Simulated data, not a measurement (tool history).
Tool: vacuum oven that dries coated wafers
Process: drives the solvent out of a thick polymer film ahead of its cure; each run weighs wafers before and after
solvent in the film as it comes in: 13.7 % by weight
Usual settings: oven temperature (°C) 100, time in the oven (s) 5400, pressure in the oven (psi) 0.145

run 1 hour=0 | oven_temperature_(°C)=100 time_in_the_oven_(s)=5400 pressure_in_the_oven_(psi)=0.145 | solvent_left_in_the_film_(%)=1.6
run 2 hour=24.6 | oven_temperature_(°C)=100 time_in_the_oven_(s)=5400 pressure_in_the_oven_(psi)=0.145 | solvent_left_in_the_film_(%)=1.578
run 3 hour=43.2 | oven_temperature_(°C)=100 time_in_the_oven_(s)=5400 pressure_in_the_oven_(psi)=0.145 | solvent_left_in_the_film_(%)=1.585
run 4 hour=74.6 | oven_temperature_(°C)=100 time_in_the_oven_(s)=5400 pressure_in_the_oven_(psi)=0.145 | solvent_left_in_the_film_(%)=1.585
run 5 hour=98.6 | oven_temperature_(°C)=100 time_in_the_oven_(s)=5400 pressure_in_the_oven_(psi)=0.145 | solvent_left_in_the_film_(%)=1.613
run 6 hour=125.8 | oven_temperature_(°C)=100 time_in_the_oven_(s)=5400 pressure_in_the_oven_(psi)=0.145 | solvent_left_in_the_film_(%)=1.588
run 7 hour=147.8 | oven_temperature_(°C)=100 time_in_the_oven_(s)=5400 pressure_in_the_oven_(psi)=0.479 | solvent_left_in_the_film_(%)=2.076
run 8 hour=175.7 | oven_temperature_(°C)=100 time_in_the_oven_(s)=5400 pressure_in_the_oven_(psi)=0.479 | solvent_left_in_the_film_(%)=2.091
run 9 hour=197.3 | oven_temperature_(°C)=100 time_in_the_oven_(s)=5400 pressure_in_the_oven_(psi)=0.479 | solvent_left_in_the_film_(%)=2.078
run 10 hour=210.2 | oven_temperature_(°C)=100 time_in_the_oven_(s)=5400 pressure_in_the_oven_(psi)=0.479 | solvent_left_in_the_film_(%)=2.085
run 11 hour=234 | oven_temperature_(°C)=100 time_in_the_oven_(s)=5400 pressure_in_the_oven_(psi)=0.145 | solvent_left_in_the_film_(%)=1.606
run 12 hour=254.3 | oven_temperature_(°C)=100 time_in_the_oven_(s)=5400 pressure_in_the_oven_(psi)=0.448 | solvent_left_in_the_film_(%)=2.024
run 13 hour=279.2 | oven_temperature_(°C)=100 time_in_the_oven_(s)=5400 pressure_in_the_oven_(psi)=0.448 | solvent_left_in_the_film_(%)=2.047
run 14 hour=296.5 | oven_temperature_(°C)=100 time_in_the_oven_(s)=5400 pressure_in_the_oven_(psi)=0.448 | solvent_left_in_the_film_(%)=2.025
run 15 hour=313 | oven_temperature_(°C)=100 time_in_the_oven_(s)=5400 pressure_in_the_oven_(psi)=0.448 | solvent_left_in_the_film_(%)=2.024
run 16 hour=328.6 | oven_temperature_(°C)=100 time_in_the_oven_(s)=5400 pressure_in_the_oven_(psi)=0.145 | solvent_left_in_the_film_(%)=1.591
run 17 hour=351.3 | oven_temperature_(°C)=100 time_in_the_oven_(s)=5400 pressure_in_the_oven_(psi)=0.145 | solvent_left_in_the_film_(%)=1.579
run 18 hour=369.8 | oven_temperature_(°C)=100 time_in_the_oven_(s)=5400 pressure_in_the_oven_(psi)=0.145 | solvent_left_in_the_film_(%)=1.596
run 19 hour=391.3 | oven_temperature_(°C)=100 time_in_the_oven_(s)=5400 pressure_in_the_oven_(psi)=0.145 | solvent_left_in_the_film_(%)=1.59
run 20 hour=408.8 | oven_temperature_(°C)=100 time_in_the_oven_(s)=5400 pressure_in_the_oven_(psi)=0.207 | solvent_left_in_the_film_(%)=1.665
run 21 hour=436.7 | oven_temperature_(°C)=100 time_in_the_oven_(s)=5400 pressure_in_the_oven_(psi)=0.207 | solvent_left_in_the_film_(%)=1.685
run 22 hour=466.7 | oven_temperature_(°C)=100 time_in_the_oven_(s)=5400 pressure_in_the_oven_(psi)=0.207 | solvent_left_in_the_film_(%)=1.679
run 23 hour=481 | oven_temperature_(°C)=100 time_in_the_oven_(s)=4920 pressure_in_the_oven_(psi)=0.467 | solvent_left_in_the_film_(%)=2.312
run 24 hour=510.2 | oven_temperature_(°C)=100 time_in_the_oven_(s)=2880 pressure_in_the_oven_(psi)=0.251 | solvent_left_in_the_film_(%)=3.906
run 25 hour=538.4 | oven_temperature_(°C)=100 time_in_the_oven_(s)=2880 pressure_in_the_oven_(psi)=0.251 | solvent_left_in_the_film_(%)=3.901
run 26 hour=551.8 | oven_temperature_(°C)=100 time_in_the_oven_(s)=5400 pressure_in_the_oven_(psi)=0.416 | solvent_left_in_the_film_(%)=1.975
run 27 hour=573.5 | oven_temperature_(°C)=98 time_in_the_oven_(s)=5640 pressure_in_the_oven_(psi)=0.145 | solvent_left_in_the_film_(%)=1.813
run 28 hour=591.7 | oven_temperature_(°C)=98 time_in_the_oven_(s)=5640 pressure_in_the_oven_(psi)=0.145 | solvent_left_in_the_film_(%)=1.805
run 29 hour=610.9 | oven_temperature_(°C)=95 time_in_the_oven_(s)=8940 pressure_in_the_oven_(psi)=0.234 | solvent_left_in_the_film_(%)=1.3
run 30 hour=630.1 | oven_temperature_(°C)=95 time_in_the_oven_(s)=8940 pressure_in_the_oven_(psi)=0.234 | solvent_left_in_the_film_(%)=1.301
run 31 hour=660 | oven_temperature_(°C)=102 time_in_the_oven_(s)=5700 pressure_in_the_oven_(psi)=0.093 | solvent_left_in_the_film_(%)=1.066
run 32 hour=675 | oven_temperature_(°C)=102 time_in_the_oven_(s)=9660 pressure_in_the_oven_(psi)=0.145 | solvent_left_in_the_film_(%)=0.448

Forecast run 33:
run 33 hour=703.9 | oven_temperature_(°C)=100 time_in_the_oven_(s)=7620 pressure_in_the_oven_(psi)=0.146 | solvent_left_in_the_film_(%)=?

Run 33 gave solvent left in the film (%) 0.83.
Without the tool's hidden state the same run would have given solvent left in the film (%) 0.712.

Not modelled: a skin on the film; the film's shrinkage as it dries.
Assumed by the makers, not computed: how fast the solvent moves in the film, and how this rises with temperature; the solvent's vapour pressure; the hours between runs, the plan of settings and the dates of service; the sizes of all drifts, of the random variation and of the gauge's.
